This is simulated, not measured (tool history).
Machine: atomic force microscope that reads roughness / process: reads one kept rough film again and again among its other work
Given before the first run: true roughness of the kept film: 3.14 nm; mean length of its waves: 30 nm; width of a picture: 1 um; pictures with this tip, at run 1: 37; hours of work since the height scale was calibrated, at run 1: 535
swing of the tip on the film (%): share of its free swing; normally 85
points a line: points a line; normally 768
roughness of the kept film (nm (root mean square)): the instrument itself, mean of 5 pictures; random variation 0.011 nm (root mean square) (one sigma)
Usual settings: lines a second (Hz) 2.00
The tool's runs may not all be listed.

| run | day | lines a second (Hz) | swing of the tip on the film (%) | points a line | pictures with this tip | hours of work since the height scale was calibrated | roughness of the kept film (nm (root mean square)) |
|---|---|---|---|---|---|---|---|
| 1 | 0.000 | 2.00 | 85 | 768 | 37 | 535 | 2.261 |
| 2 | 1.271 | 2.00 | 85 | 772 | 85 | 556 | 2.031 |
|  | 1.625 | new tip fitted |
| 3 | 2.692 | 2.00 | 85 | 768 | 40 | 579 | 2.285 |
|  | 4.162 | new tip fitted |
| 4 | 4.162 | 2.00 | 85 | 768 | 0 | 603 | 2.556 |
| 5 | 6.133 | 2.00 | 85 | 768 | 75 | 635 | 2.080 |
|  | 6.762 | new tip fitted |
| 6 | 7.650 | 2.00 | 85 | 768 | 34 | 659 | 2.320 |
|  | 9.371 | new tip fitted |
| 7 | 9.425 | 2.00 | 82 | 768 | 2 | 688 | 2.584 |
| 8 | 10.417 | 2.00 | 82 | 768 | 40 | 704 | 2.315 |
|  | 11.946 | new tip fitted |
| 9 | 12.146 | 2.00 | 85 | 545 | 7 | 732 | 2.518 |
| 10 | 13.325 | 0.81 | 85 | 768 | 52 | 751 | 2.345 |
| 11 | 14.408 | 0.81 | 85 | 768 | 93 | 769 | 2.141 |
|  | 14.612 | new tip fitted |
| 12 | 15.633 | 2.00 | 74 | 768 | 39 | 788 | 2.405 |
|  | 17.246 | new tip fitted |
| 13 | 17.596 | 2.00 | 74 | 768 | 13 | 820 | 2.579 |
| 14 | 19.096 | 2.00 | 74 | 768 | 70 | 844 | 2.209 |
|  | 19.783 | new tip fitted |
| 15 | 20.058 | 2.00 | 74 | 768 | 11 | 860 | 2.593 |
| 16 | 21.254 | 2.00 | 74 | 768 | 56 | 879 | 2.308 |
|  | 22.288 | new tip fitted |
| 17 | 23.229 | 2.00 | 85 | 332 | 36 | 911 | 2.294 |
| 18 | 24.338 | 3.11 | 85 | 768 | 78 | 929 | 1.936 |
|  | 24.946 | new tip fitted |
| 19 | 25.346 | 3.11 | 85 | 768 | 16 | 945 | 2.301 |
| 20 | 26.796 | 2.00 | 85 | 768 | 71 | 969 | 2.095 |
|  | 27.529 | new tip fitted |
| 21 | 27.904 | 2.00 | 85 | 768 | 14 | 987 | 2.436 |
| 22 | 28.862 | 2.00 | 85 | 380 | 51 | 1002 | 2.191 |
|  | 30.104 | new tip fitted |
| 23 | 30.812 | 2.00 | 72 | 768 | 27 | 1034 | 2.467 |
|  | 32.621 | new tip fitted |
| 24 | 32.621 | 2.00 | 72 | 768 | 0 | 1063 | 2.724 |
| 25 | 33.946 | 2.00 | 72 | 768 | 51 | 1085 | 2.389 |
|  | 35.246 | new tip fitted |
| 26 | 35.300 | 2.00 | 72 | 768 | 2 | 1106 | 2.700 |
| 27 | 36.108 | 0.68 | 78 | 718 | 33 | 1120 | 2.556 |
| 28 | 37.588 | 2.92 | 59 | 418 | 89 | 1144 | 2.152 |
|  | 37.854 | new tip fitted |
| 29 | 38.517 | 0.58 | 65 | 697 | 25 | 1158 | 2.635 |
|  | 40.396 | new tip fitted |
| 30 | 40.396 | 2.18 | 65 | 972 | 0 | 1189 | 2.757 |
| 31 | 41.688 | 0.64 | 73 | 492 | 49 | 1210 | 2.467 |
|  | 42.996 | new tip fitted |
| 32 | 43.083 | 1.27 | 86 | 359 | 3 | 1232 | 2.638 |
| 33 | 43.979 | 1.27 | 86 | 359 | 37 | 1247 | 2.383 |
| 34 | 44.846 | 0.62 | 85 | 419 | 70 | 1261 | 2.286 |
|  | 45.508 | new tip fitted |
| 35 | 45.796 | 0.62 | 85 | 419 | 11 | 1276 | 2.666 |
| 36 | 47.742 | 0.62 | 85 | 419 | 85 | 1308 | 2.178 |
|  | 48.062 | new tip fitted |
| 37 | 49.271 | 0.62 | 85 | 419 | 46 | 1332 | 2.409 |
|  | 50.621 | new tip fitted |
| 38 | 51.250 | 3.56 | 73 | 380 | 24 | 1364 | 2.409 |
| 39 | 52.488 | 3.56 | 73 | 380 | 71 | 1385 | 2.105 |
|  | 53.196 | new tip fitted |
| 40 | 54.433 | 0.90 | 85 | 539 | 47 | 1416 | 2.396 |
|  | 55.746 | new tip fitted |
| 41 | 56.071 | 0.90 | 85 | 539 | 12 | 1442 | 2.661 |
| 42 | 57.483 | 3.60 | 85 | 699 | 66 | 1465 | 1.976 |
|  | 58.396 | new tip fitted |
| 43 | 58.583 | 2.00 | 82 | 609 | 7 | 1483 | 2.572 |
| 44 | 60.342 | 0.66 | 87 | 651 | 74 | 1512 | 2.199 |
|  | 61.012 | new tip fitted |
| 45 | 61.558 | 2.00 | 56 | 738 | 21 | 1531 | 2.696 |
| 46 | 62.529 | 2.00 | 61 | 293 | 58 | 1547 | 2.392 |
|  | 63.525 | new tip fitted |
| 47 | 64.033 | 2.00 | 61 | 293 | 19 | 1571 | 2.614 |
| 48 | 65.542 | 1.01 | 80 | 1017 | 77 | 1596 | 2.275 |
|  | 66.112 | new tip fitted |
| 49 | 67.012 | 1.01 | 80 | 1017 | 34 | 1619 | 2.493 |

Consider 4 possible next runs. They are alternatives, not a sequence: every one starts from the tool as it was left by run 49. What does each give?
| A | 68.283 | 0.52 | 72 | 260 | 82 | 1640 | ? |
| B | 68.283 | 1.01 | 80 | 261 | 82 | 1640 | ? |
| C | 68.283 | 1.68 | 61 | 899 | 82 | 1640 | ? |
| D | 68.283 | 2.00 | 76 | 961 | 82 | 1640 | ? |

| run | roughness of the kept film (nm (root mean square)) |
|---|---|
| A | 2.226 |
| B | 2.148 |
| C | 2.234 |
| D | 2.133 |
Without the tool's hidden state the same runs would have given:
| run | roughness of the kept film (nm (root mean square)) |
|---|---|
| A | 2.777 |
| B | 2.679 |
| C | 2.788 |
| D | 2.661 |
